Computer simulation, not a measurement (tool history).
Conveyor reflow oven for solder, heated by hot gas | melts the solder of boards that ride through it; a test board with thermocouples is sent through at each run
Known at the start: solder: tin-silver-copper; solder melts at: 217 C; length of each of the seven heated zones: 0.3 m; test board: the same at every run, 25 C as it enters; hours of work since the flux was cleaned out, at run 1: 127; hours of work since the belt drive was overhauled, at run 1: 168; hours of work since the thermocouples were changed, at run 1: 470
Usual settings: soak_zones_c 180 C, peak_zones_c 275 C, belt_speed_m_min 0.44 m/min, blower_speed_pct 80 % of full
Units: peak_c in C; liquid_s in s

run,hour,soak_zones_c,peak_zones_c,belt_speed_m_min,blower_speed_pct,hours of work since the flux was cleaned out,hours of work since the belt drive was overhauled,hours of work since the thermocouples were changed,peak_c,liquid_s
1,0,180,275,0.44,80,127,168,470,267,73.9
2,18.7,180,275,0.44,80,137,178,479,266.8,74
3,35.4,180,275,0.44,80,145,186,488,266.9,74
4,55.6,180,275,0.44,80,156,197,499,267.2,73.9
# hour 70.3: thermocouples of zones 6 and 7 changed
5,74,180,275,0.44,84,165,205,2,267,74.1
6,88.9,180,275,0.44,84,172,213,10,267.7,74.3
7,103.5,180,275,0.44,88,180,221,17,268.1,74.6
8,116.3,180,275,0.44,88,187,228,24,268.1,74.3
9,127,180,275,0.44,88,192,233,30,268.1,74.5
10,147.3,180,273,0.44,80,203,244,40,264.9,73.2
11,156.9,180,273,0.367,80,208,249,45,268.4,89.9
12,174.2,188,274,0.415,73,217,258,54,267,81.6
13,191.2,180,275,0.44,51,226,267,63,262.6,71.1
14,201.6,180,275,0.44,51,231,272,69,262.4,71.4

Run 15 comes next. What will it give?
15,217.8,180,283,0.403,67,240,281,77,?,?

{"run 15": {"peak_c": 274.4, "liquid_s": 84.4}}
Without the tool's hidden state the same run would have given peak_c 274.4 C, liquid_s 84.4 s.
